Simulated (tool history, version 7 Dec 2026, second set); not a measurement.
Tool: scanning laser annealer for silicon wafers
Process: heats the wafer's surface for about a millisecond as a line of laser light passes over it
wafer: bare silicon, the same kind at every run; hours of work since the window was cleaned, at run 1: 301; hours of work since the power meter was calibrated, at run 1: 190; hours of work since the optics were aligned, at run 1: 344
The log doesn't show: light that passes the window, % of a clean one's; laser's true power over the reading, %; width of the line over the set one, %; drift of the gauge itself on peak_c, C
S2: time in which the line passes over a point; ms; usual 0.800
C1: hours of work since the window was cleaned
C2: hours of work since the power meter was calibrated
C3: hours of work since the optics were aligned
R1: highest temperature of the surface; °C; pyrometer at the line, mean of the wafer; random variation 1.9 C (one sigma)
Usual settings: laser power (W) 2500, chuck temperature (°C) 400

run 1 day=0.000 | laser_power_(W)=2500 S2=0.800 chuck_temperature_(°C)=400 | C1=301 C2=190 C3=344 | R1=1152
run 2 day=0.708 | laser_power_(W)=2500 S2=0.800 chuck_temperature_(°C)=400 | C1=311 C2=200 C3=354 | R1=1150
run 3 day=1.371 | laser_power_(W)=2500 S2=0.800 chuck_temperature_(°C)=400 | C1=320 C2=210 C3=363 | R1=1152
run 4 day=1.733 | laser_power_(W)=2404 S2=0.800 chuck_temperature_(°C)=400 | C1=326 C2=215 C3=369 | R1=1122
run 5 day=2.517 | laser_power_(W)=2404 S2=0.800 chuck_temperature_(°C)=400 | C1=337 C2=226 C3=380 | R1=1121
run 6 day=3.112 | laser_power_(W)=2404 S2=0.800 chuck_temperature_(°C)=400 | C1=345 C2=235 C3=389 | R1=1124
run 7 day=3.562 | laser_power_(W)=2404 S2=0.800 chuck_temperature_(°C)=400 | C1=352 C2=242 C3=395 | R1=1123
run 8 day=4.329 | laser_power_(W)=2404 S2=0.800 chuck_temperature_(°C)=400 | C1=363 C2=253 C3=406 | R1=1124
run 9 day=4.996 | laser_power_(W)=2404 S2=0.800 chuck_temperature_(°C)=400 | C1=373 C2=262 C3=416 | R1=1121
run 10 day=5.579 | laser_power_(W)=2289 S2=0.800 chuck_temperature_(°C)=402 | C1=381 C2=271 C3=424 | R1=1089
run 11 day=5.933 | laser_power_(W)=2412 S2=0.899 chuck_temperature_(°C)=387 | C1=386 C2=276 C3=429 | R1=1155
run 12 day=6.329 | laser_power_(W)=2412 S2=0.899 chuck_temperature_(°C)=387 | C1=392 C2=281 C3=435 | R1=1152
run 13 day=6.883 | laser_power_(W)=2500 S2=0.800 chuck_temperature_(°C)=394 | C1=400 C2=289 C3=443 | R1=1141
run 14 day=7.229 | laser_power_(W)=2401 S2=0.727 chuck_temperature_(°C)=361 | C1=405 C2=294 C3=448 | R1=1046

3 ways to go on from here, each from the tool as it stands after run 14. What would each give?
run A day=7.971 | laser_power_(W)=2290 S2=0.604 chuck_temperature_(°C)=367 | C1=415 C2=305 C3=459 | R1=?
run B day=7.971 | laser_power_(W)=2351 S2=0.642 chuck_temperature_(°C)=420 | C1=415 C2=305 C3=459 | R1=?
run C day=7.971 | laser_power_(W)=2500 S2=0.800 chuck_temperature_(°C)=402 | C1=415 C2=305 C3=459 | R1=?

run=A R1=963
run=B R1=1049
run=C R1=1147
Without the tool's hidden state the same runs would have given:
run=A R1=989
run=B R1=1076
run=C R1=1179
